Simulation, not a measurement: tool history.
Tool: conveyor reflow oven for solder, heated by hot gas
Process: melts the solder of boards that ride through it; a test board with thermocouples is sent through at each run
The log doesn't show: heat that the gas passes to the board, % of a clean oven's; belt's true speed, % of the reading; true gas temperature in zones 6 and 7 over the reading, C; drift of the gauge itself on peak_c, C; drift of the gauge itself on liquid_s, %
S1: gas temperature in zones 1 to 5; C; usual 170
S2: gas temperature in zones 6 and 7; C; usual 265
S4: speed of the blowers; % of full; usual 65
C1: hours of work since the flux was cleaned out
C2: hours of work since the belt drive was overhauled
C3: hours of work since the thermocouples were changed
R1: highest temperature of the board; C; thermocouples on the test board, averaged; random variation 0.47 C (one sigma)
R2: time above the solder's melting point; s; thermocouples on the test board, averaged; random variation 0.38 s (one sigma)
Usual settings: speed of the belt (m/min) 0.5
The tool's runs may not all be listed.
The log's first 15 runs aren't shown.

Run 16, day 28.425: usual settings but S1 179 C, S2 253 C, S4 78 % of full; C1 293; C2 969; C3 1263. Result: R1 240.9 C, R2 56.9 s.
Run 17, day 30.35: usual settings but S1 178 C, S2 262 C, speed of the belt (m/min) 0.499, S4 51 % of full; C1 323; C2 1000; C3 1293. Result: R1 245.9 C, R2 59.9 s.
Run 18, day 32.158: usual settings but S1 157 C, S2 277 C, speed of the belt (m/min) 0.542, S4 86 % of full; C1 352; C2 1029; C3 1322. Result: R1 257.2 C, R2 57.7 s.
At day 34.2: thermocouples of zones 6 and 7 changed.
Run 19, day 34.4: usual settings but S1 157 C, S2 277 C, speed of the belt (m/min) 0.542, S4 86 % of full; C1 386; C2 1063; C3 3. Result: R1 261.4 C, R2 59.2 s.
Run 20, day 36.725: usual settings but S2 273 C, S4 82 % of full; C1 424; C2 1100; C3 40. Result: R1 260 C, R2 69 s.
At day 37.75: flux residue cleaned out of gas plates and filters.
Run 21, day 37.954: usual settings but S1 173 C, S2 270 C, speed of the belt (m/min) 0.505, S4 72 % of full; C1 3; C2 1117; C3 57. Result: R1 258.3 C, R2 68.4 s.
Run 22, day 39.912: usual settings but S1 173 C, S2 270 C, speed of the belt (m/min) 0.505, S4 72 % of full; C1 34; C2 1148; C3 88. Result: R1 258.4 C, R2 68.3 s.
Run 23, day 41.55: usual settings but S2 272 C, speed of the belt (m/min) 0.483, S4 60 % of full; C1 61; C2 1174; C3 114. Result: R1 260 C, R2 71.2 s.
Run 24, day 42.729: usual settings but S2 272 C, speed of the belt (m/min) 0.483, S4 60 % of full; C1 79; C2 1193; C3 133. Result: R1 259.4 C, R2 71.1 s.
Run 25, day 44.917: usual settings but S2 254 C, S4 56 % of full; C1 114; C2 1228; C3 167. Result: R1 240.9 C, R2 51.7 s.
Run 26, day 47.121: usual settings but S1 174 C, S2 258 C, S4 51 % of full; C1 149; C2 1263; C3 203. Result: R1 244.4 C, R2 56.8 s.
Run 27, day 48.746: usual settings but S1 174 C, S2 278 C, S4 51 % of full; C1 175; C2 1289; C3 228. Result: R1 262.3 C, R2 71.3 s.
Run 28, day 50.288: usual settings but S1 174 C, S2 278 C, S4 51 % of full; C1 200; C2 1313; C3 253. Result: R1 261.9 C, R2 71.1 s.
Run 29, day 52.492: usual settings but S1 174 C, S2 269 C, S4 53 % of full; C1 235; C2 1348; C3 288. Result: R1 254.4 C, R2 65.5 s.
Run 30, day 54.638: usual settings but S1 184 C, speed of the belt (m/min) 0.448, S4 62 % of full; C1 269; C2 1382; C3 322. Result: R1 256.4 C, R2 80.3 s.

4 ways to go on from here, each from the tool as it stands after run 30. What would each give?
Run A, day 56.512: usual settings but S1 163 C, speed of the belt (m/min) 0.538, S4 54 % of full; C1 299; C2 1412; C3 352. Result: R1 ?, R2 ?.
Run B, day 56.512: usual settings but S1 162 C, S2 255 C, speed of the belt (m/min) 0.557, S4 62 % of full; C1 299; C2 1412; C3 352. Result: R1 ?, R2 ?.
Run C, day 56.512: usual settings but S2 253 C; C1 299; C2 1412; C3 352. Result: R1 ?, R2 ?.
Run D, day 56.512: usual settings but S1 169 C; C1 299; C2 1412; C3 352. Result: R1 ?, R2 ?.

run     R1    R2
  A  245.1  49.6
  B  237.7  39.3
  C  240.2  53.4
  D  250.7  62.1
Without the tool's hidden state the same runs would have given:
run     R1    R2
  A  246.3  50.3
  B    239  40.6
  C  241.3  54.3
  D  251.8  62.4

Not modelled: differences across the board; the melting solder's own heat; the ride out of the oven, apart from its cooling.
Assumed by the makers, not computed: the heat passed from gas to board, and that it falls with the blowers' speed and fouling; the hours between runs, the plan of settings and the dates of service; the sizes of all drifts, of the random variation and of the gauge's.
